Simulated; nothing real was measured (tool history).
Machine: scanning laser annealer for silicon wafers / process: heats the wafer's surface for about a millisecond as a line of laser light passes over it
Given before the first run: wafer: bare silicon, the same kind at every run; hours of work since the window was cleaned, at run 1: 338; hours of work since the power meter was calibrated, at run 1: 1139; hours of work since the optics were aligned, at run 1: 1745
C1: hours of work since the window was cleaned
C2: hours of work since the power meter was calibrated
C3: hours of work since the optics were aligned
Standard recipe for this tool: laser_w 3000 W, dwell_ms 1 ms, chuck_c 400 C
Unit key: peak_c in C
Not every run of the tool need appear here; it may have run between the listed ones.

run 1 hour=0 | laser_w=3000 dwell_ms=1 chuck_c=400 | C1=338 C2=1139 C3=1745 | peak_c=1106
run 2 hour=65 | laser_w=3000 dwell_ms=1 chuck_c=400 | C1=389 C2=1190 C3=1796 | peak_c=1106
run 3 hour=111 | laser_w=3000 dwell_ms=0.91 chuck_c=400 | C1=425 C2=1226 C3=1832 | peak_c=1075
run 4 hour=167.9 | laser_w=3000 dwell_ms=0.91 chuck_c=400 | C1=469 C2=1271 C3=1876 | peak_c=1074
run 5 hour=199.7 | laser_w=3000 dwell_ms=1 chuck_c=400 | C1=494 C2=1296 C3=1901 | peak_c=1105
-- hour=214.3 optics aligned, line set to its width
run 6 hour=242.1 | laser_w=3000 dwell_ms=1 chuck_c=400 | C1=523 C2=1325 C3=22 | peak_c=1113
run 7 hour=277.9 | laser_w=3000 dwell_ms=1 chuck_c=400 | C1=551 C2=1353 C3=50 | peak_c=1110
run 8 hour=347.2 | laser_w=3221 dwell_ms=1 chuck_c=400 | C1=606 C2=1407 C3=104 | peak_c=1165
-- hour=383.7 window over the wafer cleaned
run 9 hour=385.7 | laser_w=3000 dwell_ms=1 chuck_c=400 | C1=2 C2=1436 C3=133 | peak_c=1126
run 10 hour=449.2 | laser_w=3000 dwell_ms=1 chuck_c=400 | C1=51 C2=1485 C3=182 | peak_c=1123
run 11 hour=514 | laser_w=3000 dwell_ms=1 chuck_c=400 | C1=102 C2=1536 C3=233 | peak_c=1124
run 12 hour=580.4 | laser_w=3000 dwell_ms=1 chuck_c=400 | C1=154 C2=1588 C3=285 | peak_c=1122
run 13 hour=630.1 | laser_w=3000 dwell_ms=1 chuck_c=400 | C1=193 C2=1627 C3=324 | peak_c=1117
run 14 hour=695.7 | laser_w=3000 dwell_ms=1 chuck_c=400 | C1=244 C2=1678 C3=375 | peak_c=1120
run 15 hour=762.4 | laser_w=3000 dwell_ms=1 chuck_c=400 | C1=296 C2=1730 C3=427 | peak_c=1114
run 16 hour=828.6 | laser_w=3000 dwell_ms=1 chuck_c=400 | C1=348 C2=1782 C3=479 | peak_c=1114
run 17 hour=869.6 | laser_w=3000 dwell_ms=1 chuck_c=400 | C1=380 C2=1814 C3=511 | peak_c=1113
run 18 hour=918.7 | laser_w=3000 dwell_ms=0.88 chuck_c=400 | C1=419 C2=1853 C3=550 | peak_c=1073
run 19 hour=981.2 | laser_w=3000 dwell_ms=0.88 chuck_c=400 | C1=467 C2=1902 C3=599 | peak_c=1070
run 20 hour=1042.3 | laser_w=3000 dwell_ms=1 chuck_c=400 | C1=515 C2=1949 C3=646 | peak_c=1108
run 21 hour=1107.2 | laser_w=3000 dwell_ms=1.08 chuck_c=400 | C1=566 C2=2000 C3=697 | peak_c=1130
run 22 hour=1161.6 | laser_w=3234 dwell_ms=0.83 chuck_c=421 | C1=609 C2=2043 C3=740 | peak_c=1121
-- hour=1195.9 window over the wafer cleaned
run 23 hour=1229.7 | laser_w=2554 dwell_ms=1.01 chuck_c=371 | C1=26 C2=2095 C3=791 | peak_c=984
run 24 hour=1258.2 | laser_w=3117 dwell_ms=0.93 chuck_c=412 | C1=49 C2=2117 C3=814 | peak_c=1134
run 25 hour=1323.9 | laser_w=3117 dwell_ms=0.93 chuck_c=412 | C1=100 C2=2168 C3=865 | peak_c=1134
run 26 hour=1364.6 | laser_w=3215 dwell_ms=1.1 chuck_c=426 | C1=132 C2=2200 C3=897 | peak_c=1228
run 27 hour=1427.4 | laser_w=3215 dwell_ms=1.1 chuck_c=426 | C1=181 C2=2249 C3=946 | peak_c=1228
run 28 hour=1494.6 | laser_w=3215 dwell_ms=1.1 chuck_c=426 | C1=234 C2=2302 C3=999 | peak_c=1226
run 29 hour=1534.2 | laser_w=3215 dwell_ms=1.1 chuck_c=426 | C1=265 C2=2333 C3=1030 | peak_c=1224
run 30 hour=1582.8 | laser_w=3000 dwell_ms=0.96 chuck_c=416 | C1=303 C2=2371 C3=1068 | peak_c=1113
run 31 hour=1636.9 | laser_w=3000 dwell_ms=0.96 chuck_c=374 | C1=345 C2=2413 C3=1110 | peak_c=1070
run 32 hour=1688 | laser_w=3000 dwell_ms=0.96 chuck_c=374 | C1=385 C2=2453 C3=1150 | peak_c=1068
run 33 hour=1739.2 | laser_w=2946 dwell_ms=0.88 chuck_c=369 | C1=425 C2=2493 C3=1190 | peak_c=1026
run 34 hour=1779.8 | laser_w=2946 dwell_ms=0.88 chuck_c=369 | C1=457 C2=2525 C3=1222 | peak_c=1019
run 35 hour=1820.2 | laser_w=2946 dwell_ms=0.88 chuck_c=369 | C1=489 C2=2557 C3=1254 | peak_c=1019
run 36 hour=1863.4 | laser_w=3132 dwell_ms=1.05 chuck_c=430 | C1=522 C2=2590 C3=1287 | peak_c=1184
run 37 hour=1907.2 | laser_w=3132 dwell_ms=1.05 chuck_c=430 | C1=557 C2=2625 C3=1322 | peak_c=1177
run 38 hour=1974.9 | laser_w=3230 dwell_ms=0.73 chuck_c=430 | C1=610 C2=2678 C3=1375 | peak_c=1085
-- hour=2008.1 window over the wafer cleaned
run 39 hour=2039.4 | laser_w=3237 dwell_ms=0.94 chuck_c=428 | C1=24 C2=2727 C3=1423 | peak_c=1179
run 40 hour=2082 | laser_w=2613 dwell_ms=0.86 chuck_c=408 | C1=58 C2=2760 C3=1457 | peak_c=983

Here are 3 independent what-if runs from the current tool condition. What would each one return?
run A hour=2147.9 | laser_w=2989 dwell_ms=1 chuck_c=399 | C1=109 C2=2811 C3=1508 | peak_c=?
run B hour=2147.9 | laser_w=2613 dwell_ms=0.86 chuck_c=387 | C1=109 C2=2811 C3=1508 | peak_c=?
run C hour=2147.9 | laser_w=2744 dwell_ms=1 chuck_c=414 | C1=109 C2=2811 C3=1508 | peak_c=?

run=A peak_c=1109
run=B peak_c=958
run=C peak_c=1063
With the hidden condition removed and each run's random variation left untouched, the same runs would have given:
run=A peak_c=1131
run=B peak_c=976
run=C peak_c=1082
